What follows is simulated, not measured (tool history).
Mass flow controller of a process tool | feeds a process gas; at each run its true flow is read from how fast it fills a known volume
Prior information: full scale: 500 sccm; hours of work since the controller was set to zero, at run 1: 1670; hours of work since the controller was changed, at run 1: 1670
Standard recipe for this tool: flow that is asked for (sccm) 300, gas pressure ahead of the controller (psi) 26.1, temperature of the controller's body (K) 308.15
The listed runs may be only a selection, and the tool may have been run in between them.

| run | day | flow that is asked for (sccm) | gas pressure ahead of the controller (psi) | temperature of the controller's body (K) | hours of work since the controller was set to zero | hours of work since the controller was changed | true flow (%) |
|---|---|---|---|---|---|---|---|
| 1 | 0 | 300 | 26.1 | 308.15 | 1670 | 1670 | 100.11 |
| 2 | 2.017 | 300 | 38.6 | 308.15 | 1702 | 1702 | 99.9 |
| 3 | 5.162 | 300 | 26.1 | 296.15 | 1754 | 1754 | 98.9 |
| 4 | 8.612 | 300 | 26.1 | 296.15 | 1810 | 1810 | 98.87 |
| 5 | 10.262 | 300 | 26.1 | 296.15 | 1837 | 1837 | 98.96 |
| 6 | 12.454 | 300 | 26.1 | 296.15 | 1873 | 1873 | 98.8 |
| 7 | 16.229 | 300 | 26.1 | 296.15 | 1935 | 1935 | 98.86 |
| 8 | 19.638 | 300 | 38.3 | 308.15 | 1990 | 1990 | 99.97 |
|  | 19.954 | controller's zero set anew |
| 9 | 22.067 | 300 | 26.1 | 304.15 | 35 | 2030 | 99.57 |
| 10 | 24.817 | 300 | 26.1 | 304.15 | 79 | 2074 | 99.57 |
| 11 | 28.042 | 97 | 26.1 | 296.15 | 132 | 2127 | 97.33 |
| 12 | 31.008 | 97 | 28.7 | 297.15 | 181 | 2176 | 97.4 |
|  | 33.379 | controller's zero set anew, once more |
| 13 | 34.117 | 81 | 28.7 | 297.15 | 12 | 2226 | 97.84 |
| 14 | 35.779 | 300 | 27.1 | 301.15 | 39 | 2253 | 99.68 |
| 15 | 37.617 | 57 | 32.9 | 301.15 | 69 | 2283 | 97.93 |
| 16 | 39.521 | 300 | 27.7 | 302.15 | 100 | 2314 | 99.73 |

Branching from run 16: 3 alternative next runs. What would each branch give?
| A | 41.792 | 138 | 38.6 | 297.15 | 137 | 2351 | ? |
| B | 41.792 | 141 | 28.9 | 308.15 | 137 | 2351 | ? |
| C | 41.792 | 86 | 32.9 | 300.15 | 137 | 2351 | ? |

| run | true flow (%) |
|---|---|
| A | 97.96 |
| B | 99.39 |
| C | 98.08 |
Had the tool no hidden state, the same runs would have come out as:
| run | true flow (%) |
|---|---|
| A | 97.75 |
| B | 99.18 |
| C | 97.93 |
